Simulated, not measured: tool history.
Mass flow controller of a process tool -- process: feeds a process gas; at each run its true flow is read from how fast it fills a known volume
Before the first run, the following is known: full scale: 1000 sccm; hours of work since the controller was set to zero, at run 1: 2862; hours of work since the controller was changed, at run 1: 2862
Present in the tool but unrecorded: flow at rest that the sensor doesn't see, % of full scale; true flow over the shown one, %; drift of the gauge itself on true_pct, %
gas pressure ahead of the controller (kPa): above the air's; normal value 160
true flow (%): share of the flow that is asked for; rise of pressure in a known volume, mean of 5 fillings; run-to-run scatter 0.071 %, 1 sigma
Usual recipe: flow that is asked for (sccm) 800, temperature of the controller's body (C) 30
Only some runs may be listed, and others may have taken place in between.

| run | hour | flow that is asked for (sccm) | gas pressure ahead of the controller (kPa) | temperature of the controller's body (C) | hours of work since the controller was set to zero | hours of work since the controller was changed | true flow (%) |
|---|---|---|---|---|---|---|---|
| 1 | 0.0 | 800 | 160 | 30 | 2862 | 2862 | 99.07 |
| 2 | 197.9 | 800 | 160 | 30 | 2993 | 2993 | 99.19 |
| 3 | 356.5 | 800 | 160 | 30 | 3098 | 3098 | 99.11 |
| 4 | 481.2 | 800 | 160 | 30 | 3180 | 3180 | 99.00 |
| 5 | 645.0 | 800 | 160 | 30 | 3289 | 3289 | 99.09 |
| 6 | 907.8 | 218 | 260 | 20 | 3462 | 3462 | 93.58 |
| 7 | 1147.7 | 551 | 141 | 30 | 3621 | 3621 | 97.66 |
| 8 | 1362.8 | 388 | 250 | 40 | 3763 | 3763 | 95.42 |
| 9 | 1646.7 | 489 | 154 | 33 | 3950 | 3950 | 97.17 |
| 10 | 1824.7 | 800 | 160 | 23 | 4068 | 4068 | 99.22 |

4 ways to go on from here, each from the tool as it stands after run 10. What would each give?
| A | 2048.7 | 122 | 207 | 23 | 4216 | 4216 | ? |
| B | 2048.7 | 337 | 152 | 32 | 4216 | 4216 | ? |
| C | 2048.7 | 902 | 180 | 32 | 4216 | 4216 | ? |
| D | 2048.7 | 390 | 147 | 28 | 4216 | 4216 | ? |

| run | true flow (%) |
|---|---|
| A | 88.54 |
| B | 95.49 |
| C | 99.09 |
| D | 96.23 |
What these runs would have given with no unlogged condition in the tool:
| run | true flow (%) |
|---|---|
| A | 97.23 |
| B | 98.10 |
| C | 99.55 |
| D | 98.38 |
